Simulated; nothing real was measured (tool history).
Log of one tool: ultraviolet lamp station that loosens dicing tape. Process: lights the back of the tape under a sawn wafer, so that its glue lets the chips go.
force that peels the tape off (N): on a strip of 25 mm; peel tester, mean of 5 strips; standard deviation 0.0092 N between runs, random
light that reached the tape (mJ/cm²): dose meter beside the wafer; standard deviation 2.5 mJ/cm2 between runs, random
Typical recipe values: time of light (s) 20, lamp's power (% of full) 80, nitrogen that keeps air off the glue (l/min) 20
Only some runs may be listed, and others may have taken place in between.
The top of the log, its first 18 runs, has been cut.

run,hour,time of light (s),lamp's power (% of full),nitrogen that keeps air off the glue (l/min),hours of work of the lamp,hours of work since the window was cleaned,force that peels the tape off (N),light that reached the tape (mJ/cm²)
19,638.4,20,80,20,386,346,0.63,229
20,667.4,20,80,20,400,361,0.592,222
21,696.7,20,80,20,415,376,0.634,227
22,740.6,21,80,20,438,398,0.594,238
23,785.5,28,94,7,460,421,0.5,362
24,831.3,28,94,7,483,444,0.523,360
25,870.4,26,92,26,503,464,0.242,321
26,912.1,26,92,26,524,485,0.261,318
27,953.3,19,92,13,545,506,0.828,228
28,994.6,18,65,11,566,527,1.59,149
29,1043.8,18,65,11,591,552,1.653,148
# hour 1060.1: window cleaned of glue's vapour
30,1069.3,18,65,11,604,5,1.355,170
31,1109.2,11,91,14,624,25,1.522,147
32,1137.8,11,91,14,638,39,1.573,144
33,1159.9,18,91,9,650,51,1.003,232
34,1191.7,23,98,6,666,67,0.721,320
35,1239.2,33,98,32,690,91,0.114,459
36,1266.3,33,98,32,704,104,0.117,448
37,1315,21,67,32,728,129,0.665,191
38,1362.7,35,95,22,752,153,0.129,443
39,1390.9,35,95,22,767,168,0.137,444
40,1435.7,14,80,22,789,190,1.205,149
41,1484,14,96,40,814,215,0.738,175

Forecast run 42:
42,1521,32,96,23,833,233,?,?

force that peels the tape off (N): 0.175
light that reached the tape (mJ/cm²): 393
With no hidden state in the tool, this same run would have given force that peels the tape off (N) 0.1, light that reached the tape (mJ/cm²) 549.
